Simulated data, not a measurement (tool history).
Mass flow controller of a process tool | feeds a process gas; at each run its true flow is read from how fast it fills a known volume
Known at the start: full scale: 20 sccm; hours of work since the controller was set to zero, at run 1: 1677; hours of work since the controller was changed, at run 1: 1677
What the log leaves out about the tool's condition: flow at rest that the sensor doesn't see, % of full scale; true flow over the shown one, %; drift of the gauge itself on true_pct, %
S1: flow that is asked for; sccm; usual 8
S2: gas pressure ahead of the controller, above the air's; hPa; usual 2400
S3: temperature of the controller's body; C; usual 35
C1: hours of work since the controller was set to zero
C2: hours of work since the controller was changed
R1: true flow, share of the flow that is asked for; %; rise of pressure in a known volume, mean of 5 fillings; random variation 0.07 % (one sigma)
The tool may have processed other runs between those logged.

run	hour	S1	S2	S3	C1	C2	R1
1	0	8	2400	35	1677	1677	99.29
2	37.1	8	2400	35	1706	1706	99.3
3	109.5	12	2400	35	1762	1762	99.24
4	148.3	8	2400	35	1792	1792	99.24
5	209.9	8	2400	35	1839	1839	99.15
# hour 215.1: controller's zero set anew
6	243.8	8	2400	35	22	1865	99.47
7	291.6	14	2400	35	59	1902	99.46
8	363.7	18	2400	35	115	1958	99.52
9	437.7	18	1530	35	172	2015	99.35
10	472.5	12	1910	22	199	2042	99.86
# hour 527: controller's zero set anew, once more
11	546	7	2250	28	15	2098	99.1
12	587.4	19	1790	23	47	2130	99.76
13	625	4	2400	38	76	2159	98.63
14	699.2	4	1900	21	133	2217	99.23
15	753.8	3	2620	21	175	2259	99.46

Results for each run, recomputed without the tool's hidden state and with each run's random variation untouched:
run	R1
1	99.16
2	99.17
3	99.25
4	99.11
5	99.02
6	99.16
7	99.4
8	99.55
9	99.38
10	99.75
11	99.39
12	100.07
13	98.88
14	99.47
15	99.66

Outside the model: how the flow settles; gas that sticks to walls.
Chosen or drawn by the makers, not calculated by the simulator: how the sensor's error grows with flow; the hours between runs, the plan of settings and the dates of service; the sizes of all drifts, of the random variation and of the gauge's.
